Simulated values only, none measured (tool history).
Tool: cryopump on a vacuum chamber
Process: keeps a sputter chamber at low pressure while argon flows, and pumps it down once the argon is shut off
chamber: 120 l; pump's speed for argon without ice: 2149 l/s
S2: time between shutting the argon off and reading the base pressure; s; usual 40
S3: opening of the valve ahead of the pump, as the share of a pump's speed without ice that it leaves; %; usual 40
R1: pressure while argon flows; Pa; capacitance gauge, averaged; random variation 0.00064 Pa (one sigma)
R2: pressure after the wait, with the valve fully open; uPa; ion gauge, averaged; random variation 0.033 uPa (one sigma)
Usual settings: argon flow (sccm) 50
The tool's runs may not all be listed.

Run 1, day 0.000: usual settings. Result: R1 0.1004 Pa, R2 1.88 uPa.
Run 2, day 1.329: usual settings. Result: R1 0.1003 Pa, R2 1.94 uPa.
Run 3, day 2.083: usual settings but S2 182 s. Result: R1 0.1011 Pa, R2 0.69 uPa.
Run 4, day 3.583: usual settings but S2 182 s. Result: R1 0.1018 Pa, R2 0.66 uPa.
Run 5, day 4.471: usual settings but S3 22 %. Result: R1 0.1821 Pa, R2 1.97 uPa.
Run 6, day 5.254: usual settings but S3 22 %. Result: R1 0.1832 Pa, R2 2.00 uPa.
Run 7, day 6.300: usual settings but argon flow (sccm) 83. Result: R1 0.1712 Pa, R2 2.01 uPa.
Run 8, day 7.479: usual settings but argon flow (sccm) 83. Result: R1 0.1716 Pa, R2 2.04 uPa.
Run 9, day 8.592: usual settings but argon flow (sccm) 83. Result: R1 0.1717 Pa, R2 2.06 uPa.
Run 10, day 9.842: usual settings but S3 57 %. Result: R1 0.0751 Pa, R2 2.07 uPa.
Run 11, day 10.633: usual settings but S3 57 %. Result: R1 0.0760 Pa, R2 2.01 uPa.
Run 12, day 11.458: usual settings. Result: R1 0.1053 Pa, R2 2.15 uPa.
Run 13, day 13.112: usual settings. Result: R1 0.1063 Pa, R2 2.16 uPa.
Run 14, day 13.838: usual settings but S3 37 %. Result: R1 0.1144 Pa, R2 2.20 uPa.
Run 15, day 14.592: usual settings but S3 37 %. Result: R1 0.1156 Pa, R2 2.18 uPa.
Run 16, day 15.646: usual settings. Result: R1 0.1082 Pa, R2 2.15 uPa.
Run 17, day 17.242: usual settings but argon flow (sccm) 31. Result: R1 0.0685 Pa, R2 2.20 uPa.
Run 18, day 18.279: usual settings but argon flow (sccm) 60. Result: R1 0.1307 Pa, R2 2.23 uPa.
At day 19.325: pump warmed up, emptied and cooled again.
Run 19, day 19.408: usual settings but S2 195 s. Result: R1 0.0994 Pa, R2 0.86 uPa.
Run 20, day 20.208: usual settings but S2 195 s. Result: R1 0.0993 Pa, R2 0.84 uPa.
Run 21, day 21.800: usual settings but argon flow (sccm) 43, S2 81 s, S3 45 %. Result: R1 0.0770 Pa, R2 1.39 uPa.
Run 22, day 23.408: usual settings but argon flow (sccm) 34, S2 56 s, S3 42 %. Result: R1 0.0662 Pa, R2 1.76 uPa.
Run 23, day 24.288: usual settings but argon flow (sccm) 39, S2 67 s, S3 16 %. Result: R1 0.1941 Pa, R2 1.59 uPa.
Run 24, day 25.075: usual settings but argon flow (sccm) 24. Result: R1 0.0494 Pa, R2 2.24 uPa.
Run 25, day 26.504: usual settings but argon flow (sccm) 49, S3 57 %. Result: R1 0.0720 Pa, R2 2.29 uPa.
Run 26, day 27.771: usual settings but argon flow (sccm) 44, S2 23 s, S3 32 %. Result: R1 0.1120 Pa, R2 3.50 uPa.
Run 27, day 29.154: usual settings but argon flow (sccm) 27, S2 148 s. Result: R1 0.0559 Pa, R2 1.14 uPa.
Run 28, day 30.346: usual settings but argon flow (sccm) 27, S2 148 s. Result: R1 0.0576 Pa, R2 1.14 uPa.
Run 29, day 31.904: usual settings but argon flow (sccm) 57, S2 46 s. Result: R1 0.1195 Pa, R2 2.13 uPa.
Run 30, day 33.454: usual settings but argon flow (sccm) 57, S2 65 s, S3 36 %. Result: R1 0.1325 Pa, R2 1.83 uPa.
Run 31, day 34.279: usual settings but argon flow (sccm) 57, S2 65 s, S3 36 %. Result: R1 0.1359 Pa, R2 1.77 uPa.
Run 32, day 35.721: usual settings but argon flow (sccm) 56, S2 190 s, S3 34 %. Result: R1 0.1401 Pa, R2 1.21 uPa.
Run 33, day 36.996: usual settings but S2 184 s, S3 33 %. Result: R1 0.1283 Pa, R2 1.21 uPa.
Run 34, day 38.204: usual settings but argon flow (sccm) 49, S3 33 %. Result: R1 0.1274 Pa, R2 2.63 uPa.
Run 35, day 39.275: usual settings but argon flow (sccm) 49, S3 33 %. Result: R1 0.1278 Pa, R2 2.56 uPa.

Measured less the same run without the tool's hidden state. The same run-to-run variation is in both; the gauge's scatter may not be:
The hidden state here: pump's speed, % of a pump's without ice; cold plate's temperature, K; leak into the chamber, uPa l/s; drift of the gauge itself on working_pa, %; drift of the gauge itself on base_upa, %.
run       R1     R2
  1  +0.0014  +0.13
  2  +0.0020  +0.15
  3  +0.0024  +0.17
  4  +0.0031  +0.19
  5  +0.0035  +0.21
  6  +0.0039  +0.22
  7  +0.0073  +0.24
  8  +0.0082  +0.26
  9  +0.0090  +0.27
 10  +0.0061  +0.30
 11  +0.0065  +0.31
 12  +0.0068  +0.34
 13  +0.0079  +0.36
 14  +0.0083  +0.39
 15  +0.0086  +0.40
 16  +0.0092  +0.42
 17  +0.0064  +0.45
 18  +0.0129  +0.48
 19  +0.0010  +0.37
 20  +0.0013  +0.37
 21  +0.0017  +0.41
 22  +0.0018  +0.44
 23  +0.0024  +0.46
 24  +0.0017  +0.47
 25  +0.0041  +0.50
 26  +0.0042  +0.52
 27  +0.0030  +0.55
 28  +0.0034  +0.58
 29  +0.0080  +0.61
 30  +0.0090  +0.66
 31  +0.0097  +0.67
 32  +0.0104  +0.71
 33  +0.0101  +0.73
 34  +0.0105  +0.79
 35  +0.0112  +0.81
